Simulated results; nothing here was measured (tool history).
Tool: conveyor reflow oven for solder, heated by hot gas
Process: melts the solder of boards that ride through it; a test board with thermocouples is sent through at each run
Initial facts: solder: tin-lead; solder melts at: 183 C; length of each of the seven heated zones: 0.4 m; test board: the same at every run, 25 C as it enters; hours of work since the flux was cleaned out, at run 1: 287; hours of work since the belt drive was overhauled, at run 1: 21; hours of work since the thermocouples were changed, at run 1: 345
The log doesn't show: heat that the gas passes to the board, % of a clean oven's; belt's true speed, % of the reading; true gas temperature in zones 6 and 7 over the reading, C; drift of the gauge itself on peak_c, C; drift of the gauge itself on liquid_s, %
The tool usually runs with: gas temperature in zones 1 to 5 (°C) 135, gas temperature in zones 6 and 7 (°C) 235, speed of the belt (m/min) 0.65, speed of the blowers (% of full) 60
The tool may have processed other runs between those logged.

run,hour,gas temperature in zones 1 to 5 (°C),gas temperature in zones 6 and 7 (°C),speed of the belt (m/min),speed of the blowers (% of full),hours of work since the flux was cleaned out,hours of work since the belt drive was overhauled,hours of work since the thermocouples were changed,highest temperature of the board (°C),time above the solder's melting point (s)
1,0,135,235,0.65,60,287,21,345,219.4,56.2
2,11.2,135,235,0.65,60,292,26,350,219.6,56.2
3,21.4,140,235,0.65,60,297,30,355,220.3,58.4
4,37.3,135,235,0.65,60,304,37,362,219.4,56.4
5,51.3,135,235,0.65,53,310,44,368,217.5,55
6,62.6,135,235,0.65,53,315,49,373,217.8,54.8
7,76.4,135,247,0.65,53,322,55,380,228.4,61.7
8,92.2,135,247,0.65,53,329,62,387,228.1,61.6
9,100,135,223,0.65,60,332,65,390,209.1,48
10,109.9,135,223,0.635,60,336,70,394,209.7,50.2
11,122.2,131,242,0.575,60,342,75,400,228.8,69.5
12,131.4,135,235,0.604,53,346,79,404,220.2,61.7
13,146.8,139,235,0.575,60,353,86,411,223.6,69
14,163.1,135,241,0.65,60,360,93,418,224.9,59.8
15,171.5,135,241,0.65,60,364,97,422,225.1,60.1
16,185.2,135,241,0.607,60,370,103,428,227.4,65.5
17,198,147,235,0.561,50,376,109,434,223.1,73.1

What if the next run were any one of these 3? Each begins from the tool's condition after run 17:
A,209.1,142,235,0.704,73,381,114,439,?,?
B,209.1,121,237,0.738,60,381,114,439,?,?
C,209.1,135,224,0.72,72,381,114,439,?,?

run,highest temperature of the board (°C),time above the solder's melting point (s)
A,221.1,55.1
B,214.4,41.4
C,209.4,43.8
Stripped of hidden state, with their random variation kept, the same runs would have yielded:
run,highest temperature of the board (°C),time above the solder's melting point (s)
A,221.1,55.1
B,214.4,41.4
C,209.4,43.9
